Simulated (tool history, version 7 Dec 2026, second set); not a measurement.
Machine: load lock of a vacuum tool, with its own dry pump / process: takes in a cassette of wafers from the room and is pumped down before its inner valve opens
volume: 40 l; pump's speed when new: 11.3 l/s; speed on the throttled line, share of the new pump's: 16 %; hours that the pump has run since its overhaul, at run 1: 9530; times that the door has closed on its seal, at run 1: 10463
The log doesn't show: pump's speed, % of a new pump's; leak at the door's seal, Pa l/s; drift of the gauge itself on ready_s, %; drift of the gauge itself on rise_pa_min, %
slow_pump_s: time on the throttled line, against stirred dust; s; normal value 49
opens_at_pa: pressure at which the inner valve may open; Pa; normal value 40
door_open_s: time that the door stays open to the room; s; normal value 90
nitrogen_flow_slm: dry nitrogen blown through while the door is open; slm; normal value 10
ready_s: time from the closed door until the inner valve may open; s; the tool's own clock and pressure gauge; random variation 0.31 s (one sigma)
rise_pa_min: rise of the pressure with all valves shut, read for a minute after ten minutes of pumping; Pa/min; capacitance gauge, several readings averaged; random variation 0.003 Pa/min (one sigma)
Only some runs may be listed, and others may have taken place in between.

run,hour,slow_pump_s,opens_at_pa,door_open_s,nitrogen_flow_slm,hours that the pump has run since its overhaul,times that the door has closed on its seal,"incoming humidity of the room's air, %",ready_s,rise_pa_min
1,0,49,40,90,10,9530,10463,44.2,69.3,0.051
2,310.1,49,40,90,10,9840,11047,42.8,69.6,0.046
3,699.4,49,40,90,10,10229,11779,45.8,69.2,0.053
4,1230.1,49,40,90,10,10760,12778,44.3,69.6,0.051
5,1592.4,49,40,90,37,11122,13460,45,69.6,0.02
6,2055.7,49,40,90,37,11586,14332,43.7,69.3,0.021
7,2310.6,49,40,90,37,11841,14811,47.5,69.8,0.029
8,2633.5,49,33,90,10,12163,15419,46.4,69.7,0.049
9,3063.1,49,33,90,10,12593,16228,43.1,70,0.045
10,3280.7,49,33,90,10,12811,16637,42,70.4,0.052
11,3591.2,44,40,90,10,13121,17222,45,65,0.054
12,3983.2,44,40,90,10,13513,17959,43.6,65.2,0.046
13,4311.3,44,40,90,10,13841,18577,44.4,65,0.05
14,4807.9,49,40,90,10,14338,19511,44.5,69.5,0.05
15,5235.4,49,40,90,10,14765,20316,44.7,69.2,0.048
16,5464.7,49,40,90,10,14995,20747,45.1,68.9,0.05
17,5948.2,49,40,31,10,15478,21657,45.4,69.1,0.033
18,6421.6,49,40,31,10,15952,22548,44.7,69.1,0.03
19,6881.8,49,40,31,10,16412,23414,47.8,69.5,0.036
# hour 6931.4: door's seal changed, seat wiped
20,7267.8,49,40,40,10,16796,633,46.4,68.8,0.039
21,7641,42,40,40,41,17169,1335,43.4,63.6,0.018
22,7861,47,48,40,41,17389,1749,47.1,67,0.017
23,8267.8,49,71,133,20,17796,2515,44.7,67.3,0.04
24,8509,49,44,39,12,18037,2969,42.5,69.2,0.031
25,8787.8,32,40,28,42,18316,3493,44.4,55.4,0.014
26,9032.9,32,40,28,42,18561,3955,49.4,54.9,0.016
27,9408.7,49,40,90,4,18937,4662,41.8,69.5,0.056
28,9743.1,49,77,171,41,19272,5291,41.9,66.7,0.024
29,10217.7,36,40,90,29,19746,6184,42.9,58.2,0.028
# hour 10257.1: dry pump taken out, an overhauled one fitted
30,10589,36,40,90,29,332,6872,48.2,58,0.029
31,10942.2,36,40,87,19,685,7537,43.3,58.2,0.037
32,11357.8,90,40,45,20,1101,8319,44.9,103.7,0.027
33,11639.3,90,75,45,20,1382,8848,43.3,101.5,0.025
34,11978.8,31,40,134,20,1722,9487,44.9,53.9,0.036
35,12336.3,31,40,134,20,2079,10160,46.5,54.6,0.039
36,12631.8,31,40,134,20,2375,10716,48.4,53.9,0.041
37,12955.7,31,40,196,30,2699,11326,45.3,54.1,0.038

Alternative continuations, all from the tool just after run 37; predict every row:
A,13228.1,31,40,94,25,2971,11839,44.9,?,?
B,13228.1,25,40,36,6,2971,11839,49.2,?,?
C,13228.1,31,43,46,25,2971,11839,46.4,?,?
D,13228.1,49,40,146,11,2971,11839,45.7,?,?

run,ready_s,rise_pa_min
A,54.1,0.031
B,49.4,0.042
C,53.8,0.027
D,68.7,0.058
With the hidden condition removed and each run's random variation left untouched, the same runs would have given:
run,ready_s,rise_pa_min
A,54.1,0.03
B,49.4,0.041
C,53.8,0.027
D,68.7,0.057
